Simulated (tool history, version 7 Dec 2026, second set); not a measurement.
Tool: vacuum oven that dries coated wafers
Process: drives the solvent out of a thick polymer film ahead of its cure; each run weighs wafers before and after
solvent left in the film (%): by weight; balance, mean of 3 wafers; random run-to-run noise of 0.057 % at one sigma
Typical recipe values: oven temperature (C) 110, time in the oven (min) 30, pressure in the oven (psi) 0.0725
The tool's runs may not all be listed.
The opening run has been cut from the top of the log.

| run | hour | oven temperature (C) | time in the oven (min) | pressure in the oven (psi) | hours of work since the thermocouples were calibrated | hours of work since the vacuum gauge was cleaned of residue | solvent left in the film (%) |
|---|---|---|---|---|---|---|---|
| 2 | 43.9 | 110 | 33 | 0.0725 | 678 | 772 | 2.71 |
| 3 | 75.3 | 110 | 30 | 0.0625 | 694 | 788 | 3.22 |
| 4 | 116.3 | 110 | 30 | 0.0725 | 714 | 809 | 3.28 |
| 5 | 173.8 | 110 | 30 | 0.0725 | 743 | 838 | 3.24 |
| 6 | 233.6 | 110 | 30 | 0.0725 | 774 | 868 | 3.29 |
| 7 | 295.8 | 110 | 30 | 0.0725 | 805 | 900 | 3.33 |
| 8 | 342.6 | 110 | 30 | 0.0725 | 829 | 923 | 3.43 |
| 9 | 378.1 | 110 | 30 | 0.037 | 847 | 941 | 3.26 |
| 10 | 432.4 | 110 | 30 | 0.037 | 874 | 969 | 3.33 |
| 11 | 472.2 | 106 | 30 | 0.0725 | 894 | 989 | 4.63 |
| 12 | 506.3 | 110 | 30 | 0.0725 | 911 | 1006 | 3.47 |
| 13 | 551.2 | 110 | 30 | 0.0725 | 934 | 1029 | 3.36 |
| 14 | 581.9 | 110 | 30 | 0.0725 | 950 | 1044 | 3.44 |
| 15 | 620 | 110 | 30 | 0.0725 | 969 | 1064 | 3.43 |
| 16 | 673.2 | 110 | 30 | 0.0725 | 996 | 1091 | 3.42 |
| 17 | 701.7 | 110 | 30 | 0.0725 | 1010 | 1105 | 3.48 |
|  | 767.1 | oven's thermocouples calibrated |
| 18 | 767.9 | 110 | 34 | 0.0725 | 0 | 1137 | 2.42 |
| 19 | 830.2 | 106 | 30 | 0.0725 | 32 | 1169 | 4.13 |
| 20 | 888.8 | 110 | 30 | 0.0392 | 62 | 1198 | 2.9 |
|  | 895 | vacuum gauge cleaned of residue and calibrated |
| 21 | 918.6 | 110 | 30 | 0.1856 | 76 | 12 | 3.15 |
| 22 | 963.9 | 110 | 30 | 0.1856 | 99 | 35 | 3.1 |
| 23 | 1019.4 | 110 | 30 | 0.1856 | 127 | 63 | 3 |
| 24 | 1077.2 | 110 | 30 | 0.0725 | 156 | 92 | 2.91 |

Run 25, settings as shown, results not yet in. Your forecast:
| 25 | 1106.4 | 98 | 25 | 0.0728 | 171 | 107 | ? |

{"run 25": {"solvent left in the film (%)": 7.46}}
Minus the tool's unlogged condition, the same run would have read solvent left in the film (%) 7.21.
